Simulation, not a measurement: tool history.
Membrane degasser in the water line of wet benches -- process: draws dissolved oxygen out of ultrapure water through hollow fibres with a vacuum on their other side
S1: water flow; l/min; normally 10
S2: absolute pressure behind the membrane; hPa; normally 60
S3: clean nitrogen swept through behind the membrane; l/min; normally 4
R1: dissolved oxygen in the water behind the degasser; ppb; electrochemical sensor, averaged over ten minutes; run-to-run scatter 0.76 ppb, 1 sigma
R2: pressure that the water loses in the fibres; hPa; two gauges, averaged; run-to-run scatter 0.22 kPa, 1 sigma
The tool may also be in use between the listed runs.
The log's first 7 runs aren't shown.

{"run": 8, "hour": 387.9, "S1": 11, "S2": 53.2, "S3": 4, "R1": 83.6, "R2": 611.4}
{"run": 9, "hour": 450.8, "S1": 10, "S2": 60, "S3": 2.02, "R1": 94, "R2": 557.3}
{"run": 10, "hour": 519.9, "S1": 10, "S2": 60, "S3": 1.99, "R1": 92.3, "R2": 552.9}
{"run": 11, "hour": 575.7, "S1": 10, "S2": 60, "S3": 1.99, "R1": 93.1, "R2": 556.8}
{"run": 12, "hour": 638.7, "S1": 9, "S2": 60, "S3": 1.99, "R1": 77.6, "R2": 499}
{"run": 13, "hour": 675.0, "S1": 9, "S2": 60, "S3": 1.99, "R1": 79.1, "R2": 500.1}
{"run": 14, "hour": 713.1, "S1": 10, "S2": 60, "S3": 4, "R1": 74.1, "R2": 555.9}
{"run": 15, "hour": 765.1, "S1": 10, "S2": 60, "S3": 4, "R1": 74, "R2": 555.6}
{"run": 16, "hour": 818.0, "S1": 10, "S2": 60, "S3": 8.27, "R1": 64.8, "R2": 558.5}
{"run": 17, "hour": 878.8, "S1": 10, "S2": 60, "S3": 8.27, "R1": 65.2, "R2": 560.4}
{"run": 18, "hour": 930.7, "S1": 8, "S2": 140.2, "S3": 4, "R1": 92, "R2": 449}
{"run": 19, "hour": 968.9, "S1": 7, "S2": 44.9, "S3": 3.41, "R1": 31, "R2": 388.7}
{"hour": 995.7, "done": "vacuum gauge calibrated"}
{"run": 20, "hour": 1032.1, "S1": 7, "S2": 57.5, "S3": 1.72, "R1": 54.2, "R2": 390.6}
{"run": 21, "hour": 1063.6, "S1": 12, "S2": 57.5, "S3": 3.87, "R1": 103.3, "R2": 668.6}
{"run": 22, "hour": 1098.6, "S1": 8, "S2": 60, "S3": 4.23, "R1": 47.6, "R2": 446.4}
{"run": 23, "hour": 1149.3, "S1": 13, "S2": 103.5, "S3": 1.77, "R1": 235.7, "R2": 723.3}
{"run": 24, "hour": 1213.7, "S1": 13, "S2": 103.5, "S3": 1.9, "R1": 222.7, "R2": 726.3}
{"run": 25, "hour": 1274.8, "S1": 13, "S2": 103.5, "S3": 1.9, "R1": 228.5, "R2": 723.6}
{"run": 26, "hour": 1307.8, "S1": 13, "S2": 103.5, "S3": 1.9, "R1": 221.1, "R2": 723.2}
{"hour": 1344.1, "done": "vacuum gauge calibrated, once more"}
{"run": 27, "hour": 1344.1, "S1": 10, "S2": 103.5, "S3": 1.9, "R1": 154.1, "R2": 561.5}
{"hour": 1357.1, "done": "seals of the vacuum lines changed"}
{"run": 28, "hour": 1380.6, "S1": 8, "S2": 125.1, "S3": 9.7, "R1": 51.2, "R2": 447.6}
{"run": 29, "hour": 1443.0, "S1": 8, "S2": 125.1, "S3": 9.7, "R1": 52.2, "R2": 444.3}
{"run": 30, "hour": 1481.4, "S1": 8, "S2": 125.1, "S3": 9.7, "R1": 51.2, "R2": 446.6}
{"run": 31, "hour": 1524.0, "S1": 9, "S2": 101.5, "S3": 4, "R1": 83.5, "R2": 503.3}
{"run": 32, "hour": 1579.9, "S1": 10, "S2": 60, "S3": 8.36, "R1": 63.6, "R2": 559.5}

Consider 3 possible next runs. They are alternatives, not a sequence: every one starts from the tool as it was left by run 32. What does each give?
{"run": "A", "hour": 1638.2, "S1": 11, "S2": 119.4, "S3": 1.74, "R1": "?", "R2": "?"}
{"run": "B", "hour": 1638.2, "S1": 13, "S2": 60, "S3": 4, "R1": "?", "R2": "?"}
{"run": "C", "hour": 1638.2, "S1": 10, "S2": 60, "S3": 6.96, "R1": "?", "R2": "?"}

run=A R1=198.3 R2=618.2
run=B R1=120 R2=729.2
run=C R1=66.8 R2=558.9
Take away the tool's hidden state, keep each run's random variation, and the runs would have read:
run=A R1=193.9 R2=610.7
run=B R1=114.8 R2=720.3
run=C R1=63.4 R2=552.1

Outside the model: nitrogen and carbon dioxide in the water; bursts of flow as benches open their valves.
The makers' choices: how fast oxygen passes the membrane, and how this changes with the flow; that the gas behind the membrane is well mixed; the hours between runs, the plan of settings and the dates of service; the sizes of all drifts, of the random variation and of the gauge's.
